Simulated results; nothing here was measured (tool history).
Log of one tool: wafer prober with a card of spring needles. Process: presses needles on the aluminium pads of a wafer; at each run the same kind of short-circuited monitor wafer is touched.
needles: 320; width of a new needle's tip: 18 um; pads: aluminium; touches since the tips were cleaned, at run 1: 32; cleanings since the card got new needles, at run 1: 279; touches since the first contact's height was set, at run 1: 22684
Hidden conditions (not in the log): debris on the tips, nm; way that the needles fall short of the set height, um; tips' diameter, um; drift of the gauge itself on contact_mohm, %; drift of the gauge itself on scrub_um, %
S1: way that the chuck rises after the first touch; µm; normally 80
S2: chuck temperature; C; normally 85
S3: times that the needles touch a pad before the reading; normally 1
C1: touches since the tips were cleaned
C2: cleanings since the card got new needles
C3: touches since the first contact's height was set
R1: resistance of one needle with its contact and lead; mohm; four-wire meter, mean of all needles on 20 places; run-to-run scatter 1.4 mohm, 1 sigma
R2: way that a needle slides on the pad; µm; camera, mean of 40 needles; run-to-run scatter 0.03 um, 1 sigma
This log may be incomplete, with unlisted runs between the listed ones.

run,hour,S1,S2,S3,C1,C2,C3,R1,R2
1,0.0,80,85,1,32,279,22684,113,10.61
# hour 5.5: tips cleaned on abrasive film
# hour 11.0: tips cleaned on abrasive film
# hour 17.8: tips cleaned on abrasive film
# hour 23.3: tips cleaned on abrasive film
# hour 28.8: tips cleaned on abrasive film
# hour 35.7: tips cleaned on abrasive film
# hour 42.5: tips cleaned on abrasive film
# hour 48.0: tips cleaned on abrasive film
2,51.9,80,85,1,1762,287,45883,112,10.54
# hour 54.7: tips cleaned on abrasive film
# hour 60.1: tips cleaned on abrasive film
# hour 67.0: tips cleaned on abrasive film
# hour 73.8: tips cleaned on abrasive film
# hour 80.0: tips cleaned on abrasive film
3,80.0,80,58,1,0,292,58437,110,10.60
# hour 86.8: tips cleaned on abrasive film
# hour 93.7: tips cleaned on abrasive film
# hour 99.4: height of the first contact set anew
# hour 100.8: tips cleaned on abrasive film
# hour 106.3: tips cleaned on abrasive film
# hour 113.1: tips cleaned on abrasive film
# hour 118.6: tips cleaned on abrasive film
# hour 125.5: tips cleaned on abrasive film
# hour 130.9: tips cleaned on abrasive film
# hour 137.2: tips cleaned on abrasive film
4,137.2,80,58,1,0,301,16857,109,10.54
# hour 142.6: tips cleaned on abrasive film
# hour 149.5: tips cleaned on abrasive film
# hour 156.3: tips cleaned on abrasive film
# hour 161.8: tips cleaned on abrasive film
# hour 168.6: tips cleaned on abrasive film
# hour 175.5: tips cleaned on abrasive film
# hour 181.0: tips cleaned on abrasive film
5,183.0,80,85,1,938,308,37385,111,10.54
# hour 187.2: tips cleaned on abrasive film
# hour 192.7: tips cleaned on abrasive film
# hour 199.5: tips cleaned on abrasive film
# hour 205.0: tips cleaned on abrasive film
# hour 210.5: tips cleaned on abrasive film
6,214.8,70,85,1,1955,313,51583,116,9.19
# hour 216.2: tips cleaned on abrasive film
# hour 221.7: tips cleaned on abrasive film
# hour 228.6: tips cleaned on abrasive film
# hour 235.4: tips cleaned on abrasive film
# hour 242.2: tips cleaned on abrasive film
# hour 249.1: tips cleaned on abrasive film
# hour 249.4: height of the first contact set anew
# hour 254.9: tips cleaned on abrasive film
# hour 261.3: tips cleaned on abrasive film
7,261.3,80,85,1,0,321,5334,116,10.55
# hour 266.8: tips cleaned on abrasive film
# hour 273.6: tips cleaned on abrasive film
# hour 279.1: tips cleaned on abrasive film
# hour 284.6: tips cleaned on abrasive film
# hour 290.1: tips cleaned on abrasive film
# hour 296.9: tips cleaned on abrasive film
# hour 302.4: tips cleaned on abrasive film
# hour 307.9: tips cleaned on abrasive film
8,310.9,80,85,1,1335,329,27484,113,10.54
# hour 313.7: tips cleaned on abrasive film
# hour 319.1: tips cleaned on abrasive film
# hour 324.6: tips cleaned on abrasive film
# hour 331.5: tips cleaned on abrasive film
# hour 338.3: tips cleaned on abrasive film
# hour 345.2: tips cleaned on abrasive film
# hour 350.6: tips cleaned on abrasive film
# hour 357.5: tips cleaned on abrasive film
# hour 363.0: tips cleaned on abrasive film
9,363.5,80,85,1,260,338,51009,113,10.53
# hour 369.0: tips cleaned on abrasive film
# hour 375.9: tips cleaned on abrasive film
# hour 381.4: tips cleaned on abrasive film
# hour 388.2: tips cleaned on abrasive film
# hour 395.0: tips cleaned on abrasive film
# hour 399.4: height of the first contact set anew
# hour 400.8: tips cleaned on abrasive film
# hour 406.6: tips cleaned on abrasive film
10,406.6,80,36,1,0,345,3179,107,10.52
# hour 412.1: tips cleaned on abrasive film
# hour 418.9: tips cleaned on abrasive film
# hour 424.4: tips cleaned on abrasive film
# hour 429.9: tips cleaned on abrasive film
# hour 435.4: tips cleaned on abrasive film
11,435.4,80,36,1,31,350,16066,106,10.51
# hour 440.9: tips cleaned on abrasive film
# hour 446.4: tips cleaned on abrasive film
# hour 453.3: tips cleaned on abrasive film
# hour 458.8: tips cleaned on abrasive film
# hour 464.2: tips cleaned on abrasive film
12,467.9,80,36,1,1663,355,30588,107,10.52
# hour 470.7: tips cleaned on abrasive film
# hour 477.5: tips cleaned on abrasive film
# hour 483.0: tips cleaned on abrasive film
# hour 489.9: tips cleaned on abrasive film
# hour 496.7: tips cleaned on abrasive film
# hour 502.2: tips cleaned on abrasive film
13,503.6,80,36,1,647,361,46540,107,10.53
# hour 507.8: tips cleaned on abrasive film
# hour 514.6: tips cleaned on abrasive film
# hour 521.4: tips cleaned on abrasive film
# hour 526.9: tips cleaned on abrasive film
14,530.7,97,36,1,1713,365,58662,108,12.78
# hour 533.5: tips cleaned on abrasive film
# hour 539.0: tips cleaned on abrasive film
# hour 544.5: tips cleaned on abrasive film
# hour 548.8: height of the first contact set anew
# hour 550.3: tips cleaned on abrasive film
# hour 557.1: tips cleaned on abrasive film
# hour 562.6: tips cleaned on abrasive film
# hour 568.1: tips cleaned on abrasive film
# hour 573.6: tips cleaned on abrasive film
15,575.7,64,43,3,946,373,11966,108,8.39
# hour 579.8: tips cleaned on abrasive film
# hour 585.3: tips cleaned on abrasive film
# hour 590.8: tips cleaned on abrasive film
# hour 596.3: tips cleaned on abrasive film
# hour 603.1: tips cleaned on abrasive film
16,607.9,89,122,1,2191,378,26400,117,11.70
# hour 609.4: tips cleaned on abrasive film
# hour 614.9: tips cleaned on abrasive film
# hour 620.3: tips cleaned on abrasive film
# hour 625.8: tips cleaned on abrasive film
# hour 632.7: tips cleaned on abrasive film
17,637.7,91,117,1,2297,383,39716,115,11.89
# hour 639.2: tips cleaned on abrasive film
# hour 644.7: tips cleaned on abrasive film
# hour 650.2: tips cleaned on abrasive film
# hour 657.0: tips cleaned on abrasive film
# hour 663.8: tips cleaned on abrasive film
# hour 670.7: tips cleaned on abrasive film
# hour 676.2: tips cleaned on abrasive film
# hour 683.0: tips cleaned on abrasive film
18,686.0,91,117,1,1372,391,61290,118,11.93
# hour 688.8: tips cleaned on abrasive film
# hour 694.3: tips cleaned on abrasive film
# hour 698.6: height of the first contact set anew
# hour 700.1: tips cleaned on abrasive film
# hour 706.9: tips cleaned on abrasive film
# hour 712.4: tips cleaned on abrasive film
# hour 719.3: tips cleaned on abrasive film
# hour 724.7: tips cleaned on abrasive film
# hour 731.6: tips cleaned on abrasive film
# hour 737.1: tips cleaned on abrasive film
# hour 743.4: tips cleaned on abrasive film
19,743.4,91,117,1,0,401,19975,114,11.94
# hour 750.2: tips cleaned on abrasive film
# hour 755.7: tips cleaned on abrasive film
# hour 761.2: tips cleaned on abrasive film
# hour 766.7: tips cleaned on abrasive film
# hour 773.6: tips cleaned on abrasive film
# hour 780.4: tips cleaned on abrasive film
# hour 785.9: tips cleaned on abrasive film
# hour 792.7: tips cleaned on abrasive film
20,794.2,91,117,1,685,409,42698,114,12.01
# hour 798.4: tips cleaned on abrasive film
# hour 803.9: tips cleaned on abrasive film
# hour 809.3: tips cleaned on abrasive film
# hour 814.8: tips cleaned on abrasive film
# hour 821.7: tips cleaned on abrasive film
# hour 827.2: tips cleaned on abrasive film
# hour 832.6: tips cleaned on abrasive film
# hour 844.6: card fitted with new needles
21,845.6,91,67,3,423,0,423,108,11.90

Branching from run 21: 3 alternative next runs. What would each branch give?
# hour 851.1: tips cleaned on abrasive film
# hour 856.6: tips cleaned on abrasive film
# hour 863.4: tips cleaned on abrasive film
# hour 868.9: tips cleaned on abrasive film
A,871.8,64,42,2,1311,4,12142,?,?
# hour 851.1: tips cleaned on abrasive film
# hour 856.6: tips cleaned on abrasive film
# hour 863.4: tips cleaned on abrasive film
# hour 868.9: tips cleaned on abrasive film
B,871.8,77,30,2,1311,4,12142,?,?
# hour 851.1: tips cleaned on abrasive film
# hour 856.6: tips cleaned on abrasive film
# hour 863.4: tips cleaned on abrasive film
# hour 868.9: tips cleaned on abrasive film
C,871.8,98,67,1,1311,4,12142,?,?

run,R1,R2
A,110,8.32
B,106,10.14
C,110,12.80
Take away the tool's hidden state, keep each run's random variation, and the runs would have read:
run,R1,R2
A,110,8.44
B,106,10.28
C,110,12.98
